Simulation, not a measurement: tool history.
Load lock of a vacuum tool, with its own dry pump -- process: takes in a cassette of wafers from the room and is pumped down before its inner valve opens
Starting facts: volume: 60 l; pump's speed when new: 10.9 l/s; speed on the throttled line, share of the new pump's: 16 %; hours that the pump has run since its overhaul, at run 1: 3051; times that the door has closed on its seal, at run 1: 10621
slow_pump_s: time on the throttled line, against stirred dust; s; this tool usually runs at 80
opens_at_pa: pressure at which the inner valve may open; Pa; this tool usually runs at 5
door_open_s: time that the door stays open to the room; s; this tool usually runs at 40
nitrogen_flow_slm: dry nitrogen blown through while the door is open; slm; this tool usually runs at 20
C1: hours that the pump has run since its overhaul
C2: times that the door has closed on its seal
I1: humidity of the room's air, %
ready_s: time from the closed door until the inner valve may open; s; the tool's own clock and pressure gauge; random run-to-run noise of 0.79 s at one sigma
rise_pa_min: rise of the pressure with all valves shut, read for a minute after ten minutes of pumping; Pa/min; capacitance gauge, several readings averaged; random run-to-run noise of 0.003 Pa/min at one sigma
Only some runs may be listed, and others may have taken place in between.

{"run": 1, "hour": 0.0, "slow_pump_s": 80, "opens_at_pa": 5, "door_open_s": 40, "nitrogen_flow_slm": 20, "C1": 3051, "C2": 10621, "I1": 45.3, "ready_s": 122.7, "rise_pa_min": 0.086}
{"run": 2, "hour": 148.6, "slow_pump_s": 80, "opens_at_pa": 5, "door_open_s": 40, "nitrogen_flow_slm": 20, "C1": 3199, "C2": 11030, "I1": 45.5, "ready_s": 122.5, "rise_pa_min": 0.08}
{"run": 3, "hour": 296.0, "slow_pump_s": 80, "opens_at_pa": 5, "door_open_s": 40, "nitrogen_flow_slm": 20, "C1": 3347, "C2": 11435, "I1": 42.6, "ready_s": 123.8, "rise_pa_min": 0.091}
{"run": 4, "hour": 407.1, "slow_pump_s": 80, "opens_at_pa": 5, "door_open_s": 40, "nitrogen_flow_slm": 20, "C1": 3458, "C2": 11740, "I1": 43.6, "ready_s": 123, "rise_pa_min": 0.096}
{"run": 5, "hour": 557.6, "slow_pump_s": 121, "opens_at_pa": 5, "door_open_s": 40, "nitrogen_flow_slm": 20, "C1": 3608, "C2": 12154, "I1": 44.8, "ready_s": 157.9, "rise_pa_min": 0.096}
{"run": 6, "hour": 651.8, "slow_pump_s": 80, "opens_at_pa": 5, "door_open_s": 40, "nitrogen_flow_slm": 4, "C1": 3703, "C2": 12413, "I1": 48.3, "ready_s": 122.4, "rise_pa_min": 0.115}
{"run": 7, "hour": 796.1, "slow_pump_s": 80, "opens_at_pa": 5, "door_open_s": 40, "nitrogen_flow_slm": 4, "C1": 3847, "C2": 12810, "I1": 43.3, "ready_s": 124.3, "rise_pa_min": 0.114}
{"run": 8, "hour": 902.1, "slow_pump_s": 80, "opens_at_pa": 5, "door_open_s": 30, "nitrogen_flow_slm": 20, "C1": 3953, "C2": 13102, "I1": 46.2, "ready_s": 123.4, "rise_pa_min": 0.106}
{"run": 9, "hour": 1008.7, "slow_pump_s": 80, "opens_at_pa": 5, "door_open_s": 30, "nitrogen_flow_slm": 20, "C1": 4059, "C2": 13394, "I1": 43.8, "ready_s": 123.2, "rise_pa_min": 0.111}
{"run": 10, "hour": 1138.4, "slow_pump_s": 80, "opens_at_pa": 5, "door_open_s": 30, "nitrogen_flow_slm": 20, "C1": 4189, "C2": 13751, "I1": 46.4, "ready_s": 125.1, "rise_pa_min": 0.112}
{"run": 11, "hour": 1223.1, "slow_pump_s": 80, "opens_at_pa": 5, "door_open_s": 30, "nitrogen_flow_slm": 20, "C1": 4274, "C2": 13984, "I1": 48.9, "ready_s": 124, "rise_pa_min": 0.119}
{"run": 12, "hour": 1368.8, "slow_pump_s": 80, "opens_at_pa": 5, "door_open_s": 30, "nitrogen_flow_slm": 20, "C1": 4420, "C2": 14385, "I1": 47.3, "ready_s": 123.8, "rise_pa_min": 0.12}
{"run": 13, "hour": 1455.0, "slow_pump_s": 80, "opens_at_pa": 5, "door_open_s": 30, "nitrogen_flow_slm": 20, "C1": 4506, "C2": 14622, "I1": 47.1, "ready_s": 122.5, "rise_pa_min": 0.125}
{"run": 14, "hour": 1542.8, "slow_pump_s": 80, "opens_at_pa": 5, "door_open_s": 30, "nitrogen_flow_slm": 20, "C1": 4594, "C2": 14863, "I1": 45.1, "ready_s": 122.9, "rise_pa_min": 0.124}
{"run": 15, "hour": 1652.1, "slow_pump_s": 80, "opens_at_pa": 7, "door_open_s": 40, "nitrogen_flow_slm": 18, "C1": 4703, "C2": 15164, "I1": 42.7, "ready_s": 121.4, "rise_pa_min": 0.134}
{"run": 16, "hour": 1833.7, "slow_pump_s": 68, "opens_at_pa": 4, "door_open_s": 30, "nitrogen_flow_slm": 8, "C1": 4885, "C2": 15663, "I1": 45.5, "ready_s": 113.7, "rise_pa_min": 0.146}
{"run": 17, "hour": 2018.3, "slow_pump_s": 75, "opens_at_pa": 4, "door_open_s": 55, "nitrogen_flow_slm": 8, "C1": 5069, "C2": 16171, "I1": 45.9, "ready_s": 120.2, "rise_pa_min": 0.156}
{"run": 18, "hour": 2133.8, "slow_pump_s": 77, "opens_at_pa": 8, "door_open_s": 119, "nitrogen_flow_slm": 41, "C1": 5185, "C2": 16488, "I1": 46.4, "ready_s": 117.9, "rise_pa_min": 0.157}
{"run": 19, "hour": 2233.8, "slow_pump_s": 80, "opens_at_pa": 9, "door_open_s": 40, "nitrogen_flow_slm": 20, "C1": 5285, "C2": 16764, "I1": 45.6, "ready_s": 120.4, "rise_pa_min": 0.15}
{"run": 20, "hour": 2384.7, "slow_pump_s": 50, "opens_at_pa": 7, "door_open_s": 151, "nitrogen_flow_slm": 11, "C1": 5436, "C2": 17178, "I1": 45.3, "ready_s": 96.4, "rise_pa_min": 0.189}
{"run": 21, "hour": 2527.8, "slow_pump_s": 80, "opens_at_pa": 5, "door_open_s": 125, "nitrogen_flow_slm": 24, "C1": 5579, "C2": 17572, "I1": 43.6, "ready_s": 124.1, "rise_pa_min": 0.17}
{"run": 22, "hour": 2664.5, "slow_pump_s": 82, "opens_at_pa": 5, "door_open_s": 126, "nitrogen_flow_slm": 20, "C1": 5715, "C2": 17948, "I1": 44.4, "ready_s": 125.3, "rise_pa_min": 0.178}
{"run": 23, "hour": 2851.0, "slow_pump_s": 82, "opens_at_pa": 8, "door_open_s": 63, "nitrogen_flow_slm": 20, "C1": 5902, "C2": 18461, "I1": 49.8, "ready_s": 122.4, "rise_pa_min": 0.183}
{"run": 24, "hour": 2993.7, "slow_pump_s": 150, "opens_at_pa": 6, "door_open_s": 40, "nitrogen_flow_slm": 20, "C1": 6044, "C2": 18853, "I1": 43.5, "ready_s": 180.7, "rise_pa_min": 0.181}
{"run": 25, "hour": 3160.7, "slow_pump_s": 154, "opens_at_pa": 5, "door_open_s": 40, "nitrogen_flow_slm": 20, "C1": 6212, "C2": 19312, "I1": 41, "ready_s": 185.9, "rise_pa_min": 0.182}

Subtracting, for every run, the result it would have given without the tool's unlogged condition from the measured result gives the following. The same run-to-run variation enters both numbers; the gauge's scatter may not:
What the log doesn't record here: pump's speed, % of a new pump's; leak at the door's seal, Pa l/s; drift of the gauge itself on ready_s, %; drift of the gauge itself on rise_pa_min, %.
run=1 ready_s=+0.3 rise_pa_min=+0.063
run=2 ready_s=+0.3 rise_pa_min=+0.066
run=3 ready_s=+0.5 rise_pa_min=+0.072
run=4 ready_s=+0.5 rise_pa_min=+0.074
run=5 ready_s=+0.4 rise_pa_min=+0.077
run=6 ready_s=+0.6 rise_pa_min=+0.08
run=7 ready_s=+0.6 rise_pa_min=+0.084
run=8 ready_s=+0.7 rise_pa_min=+0.089
run=9 ready_s=+0.7 rise_pa_min=+0.092
run=10 ready_s=+0.7 rise_pa_min=+0.095
run=11 ready_s=+0.7 rise_pa_min=+0.098
run=12 ready_s=+0.8 rise_pa_min=+0.101
run=13 ready_s=+0.8 rise_pa_min=+0.105
run=14 ready_s=+0.8 rise_pa_min=+0.106
run=15 ready_s=+0.9 rise_pa_min=+0.11
run=16 ready_s=+1 rise_pa_min=+0.118
run=17 ready_s=+1.1 rise_pa_min=+0.121
run=18 ready_s=+1 rise_pa_min=+0.128
run=19 ready_s=+1 rise_pa_min=+0.129
run=20 ready_s=+1.2 rise_pa_min=+0.135
run=21 ready_s=+1.2 rise_pa_min=+0.14
run=22 ready_s=+1.2 rise_pa_min=+0.143
run=23 ready_s=+1.2 rise_pa_min=+0.151
run=24 ready_s=+1 rise_pa_min=+0.159
run=25 ready_s=+1 rise_pa_min=+0.163
